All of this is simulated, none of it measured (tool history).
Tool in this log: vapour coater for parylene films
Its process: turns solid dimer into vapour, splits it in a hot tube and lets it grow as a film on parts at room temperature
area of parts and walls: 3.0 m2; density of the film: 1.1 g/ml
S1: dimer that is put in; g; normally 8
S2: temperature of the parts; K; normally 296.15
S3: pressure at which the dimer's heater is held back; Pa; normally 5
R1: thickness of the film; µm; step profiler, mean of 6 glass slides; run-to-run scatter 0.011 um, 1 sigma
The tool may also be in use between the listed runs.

run 1 hour=0 | S1=8 S2=296.15 S3=5 | R1=1.5
run 2 hour=7.8 | S1=8 S2=296.15 S3=2.63 | R1=1.58
run 3 hour=17.6 | S1=8 S2=296.15 S3=2.63 | R1=1.56
run 4 hour=24.8 | S1=8 S2=296.15 S3=2.63 | R1=1.57
run 5 hour=31.4 | S1=8 S2=296.15 S3=2.63 | R1=1.55
run 6 hour=44.5 | S1=8 S2=296.15 S3=5 | R1=1.48
run 7 hour=59.4 | S1=8 S2=296.15 S3=5 | R1=1.47
run 8 hour=73.8 | S1=8 S2=296.15 S3=5 | R1=1.48
run 9 hour=80.6 | S1=8 S2=296.15 S3=5 | R1=1.44
run 10 hour=92.8 | S1=8 S2=296.15 S3=5 | R1=1.45
run 11 hour=106.7 | S1=8 S2=296.15 S3=5 | R1=1.46
run 12 hour=118.7 | S1=8 S2=296.15 S3=4.48 | R1=1.45
run 13 hour=125.6 | S1=8 S2=296.15 S3=4.48 | R1=1.47
run 14 hour=136.6 | S1=8 S2=296.15 S3=4.48 | R1=1.49
run 15 hour=148.4 | S1=8 S2=296.15 S3=4.48 | R1=1.45
run 16 hour=157.7 | S1=8 S2=296.15 S3=4.48 | R1=1.45
run 17 hour=168.8 | S1=8 S2=296.15 S3=4.48 | R1=1.44
run 18 hour=178.2 | S1=8 S2=292.15 S3=8.84 | R1=1.63
run 19 hour=191.6 | S1=8 S2=292.15 S3=8.84 | R1=1.64
run 20 hour=206.3 | S1=8 S2=292.15 S3=8.84 | R1=1.64
run 21 hour=221.2 | S1=8 S2=301.15 S3=5 | R1=1.13
run 22 hour=236.3 | S1=8 S2=301.15 S3=5 | R1=1.12
run 23 hour=246.1 | S1=5 S2=303.15 S3=6.85 | R1=0.64
run 24 hour=256 | S1=5 S2=303.15 S3=6.85 | R1=0.62
run 25 hour=269.1 | S1=5 S2=303.15 S3=6.85 | R1=0.62
run 26 hour=280.4 | S1=5 S2=303.15 S3=6.85 | R1=0.62
run 27 hour=295.3 | S1=4 S2=290.15 S3=5.52 | R1=0.91
run 28 hour=306.9 | S1=4 S2=290.15 S3=3.29 | R1=0.95
run 29 hour=320.1 | S1=8 S2=290.15 S3=5 | R1=1.84
-- hour=330.3 trap's valve overhauled
run 30 hour=335.9 | S1=9 S2=296.15 S3=6.49 | R1=1.77
run 31 hour=349.3 | S1=9 S2=296.15 S3=6.49 | R1=1.75
run 32 hour=360.9 | S1=5 S2=300.15 S3=5 | R1=0.82

Difference, measured minus no-hidden-state, one row per run. Run-to-run variation is common to both terms; the gauge's own scatter need not be:
The tool's hidden condition here consists of: vapour lost through the trap's worn valve, %; true temperature of the parts over the reading, C; drift of the gauge itself on film_um, %.
run=1 R1=-0.1
run=2 R1=-0.11
run=3 R1=-0.12
run=4 R1=-0.12
run=5 R1=-0.13
run=6 R1=-0.12
run=7 R1=-0.12
run=8 R1=-0.12
run=9 R1=-0.13
run=10 R1=-0.13
run=11 R1=-0.13
run=12 R1=-0.14
run=13 R1=-0.14
run=14 R1=-0.15
run=15 R1=-0.15
run=16 R1=-0.16
run=17 R1=-0.16
run=18 R1=-0.18
run=19 R1=-0.19
run=20 R1=-0.19
run=21 R1=-0.13
run=22 R1=-0.14
run=23 R1=-0.07
run=24 R1=-0.08
run=25 R1=-0.08
run=26 R1=-0.08
run=27 R1=-0.12
run=28 R1=-0.13
run=29 R1=-0.25
run=30 R1=+0.02
run=31 R1=+0.01
run=32 R1=+0.01

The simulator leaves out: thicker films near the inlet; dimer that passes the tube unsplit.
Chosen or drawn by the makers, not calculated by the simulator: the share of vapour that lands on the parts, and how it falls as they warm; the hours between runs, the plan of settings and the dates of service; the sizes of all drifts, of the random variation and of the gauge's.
